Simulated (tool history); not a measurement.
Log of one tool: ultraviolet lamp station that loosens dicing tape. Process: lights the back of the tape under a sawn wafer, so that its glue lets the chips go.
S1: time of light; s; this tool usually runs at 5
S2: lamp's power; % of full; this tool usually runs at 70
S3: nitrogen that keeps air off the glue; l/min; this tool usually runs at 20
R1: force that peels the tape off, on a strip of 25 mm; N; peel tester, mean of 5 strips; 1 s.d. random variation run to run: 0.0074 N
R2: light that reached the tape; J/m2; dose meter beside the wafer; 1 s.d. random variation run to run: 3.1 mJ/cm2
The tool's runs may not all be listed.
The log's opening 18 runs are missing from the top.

| run | hour | S1 | S2 | S3 | R1 | R2 |
|---|---|---|---|---|---|---|
| 19 | 407.9 | 5 | 70 | 20 | 0.270 | 4870 |
| 20 | 423.4 | 5 | 70 | 20 | 0.281 | 4860 |
| 21 | 436.6 | 9 | 70 | 20 | 0.082 | 8700 |
| 22 | 465.8 | 5 | 70 | 20 | 0.280 | 4840 |
| 23 | 496.7 | 5 | 70 | 20 | 0.276 | 4800 |
| 24 | 510.1 | 5 | 70 | 20 | 0.282 | 4880 |
| 25 | 529.4 | 3 | 70 | 6 | 1.129 | 2910 |
| 26 | 548.6 | 3 | 90 | 6 | 0.839 | 3700 |
| 27 | 578.1 | 3 | 95 | 7 | 0.738 | 3950 |
| 28 | 606.2 | 7 | 96 | 9 | 0.124 | 9320 |
| 29 | 635.3 | 7 | 69 | 9 | 0.253 | 6680 |
|  | 641.4 | window cleaned of glue's vapour |
| 30 | 667.2 | 3 | 77 | 21 | 0.566 | 3180 |
| 31 | 690.2 | 6 | 77 | 36 | 0.105 | 6400 |
| 32 | 719.6 | 6 | 77 | 36 | 0.097 | 6410 |
| 33 | 750.0 | 8 | 77 | 36 | 0.071 | 8510 |
| 34 | 780.4 | 2 | 77 | 35 | 0.842 | 2170 |
| 35 | 795.5 | 2 | 78 | 27 | 0.895 | 2210 |
| 36 | 817.3 | 2 | 70 | 8 | 1.404 | 1950 |
| 37 | 831.4 | 2 | 91 | 20 | 0.821 | 2540 |
| 38 | 858.2 | 2 | 91 | 20 | 0.826 | 2540 |
| 39 | 876.7 | 2 | 91 | 20 | 0.811 | 2490 |
| 40 | 901.4 | 6 | 65 | 24 | 0.203 | 5410 |
| 41 | 927.5 | 3 | 65 | 9 | 1.025 | 2690 |
| 42 | 956.7 | 3 | 65 | 9 | 1.065 | 2700 |
| 43 | 987.5 | 3 | 95 | 10 | 0.601 | 3940 |

Branching from run 43: 3 alternative next runs. What would each branch give?
| A | 1016.6 | 8 | 72 | 9 | ? | ? |
| B | 1016.6 | 3 | 72 | 10 | ? | ? |
| C | 1016.6 | 3 | 95 | 22 | ? | ? |

| run | R1 | R2 |
|---|---|---|
| A | 0.177 | 7920 |
| B | 0.898 | 2990 |
| C | 0.388 | 3900 |
Take away the tool's hidden state, keep each run's random variation, and the runs would have read:
| run | R1 | R2 |
|---|---|---|
| A | 0.176 | 7930 |
| B | 0.896 | 2990 |
| C | 0.386 | 3910 |

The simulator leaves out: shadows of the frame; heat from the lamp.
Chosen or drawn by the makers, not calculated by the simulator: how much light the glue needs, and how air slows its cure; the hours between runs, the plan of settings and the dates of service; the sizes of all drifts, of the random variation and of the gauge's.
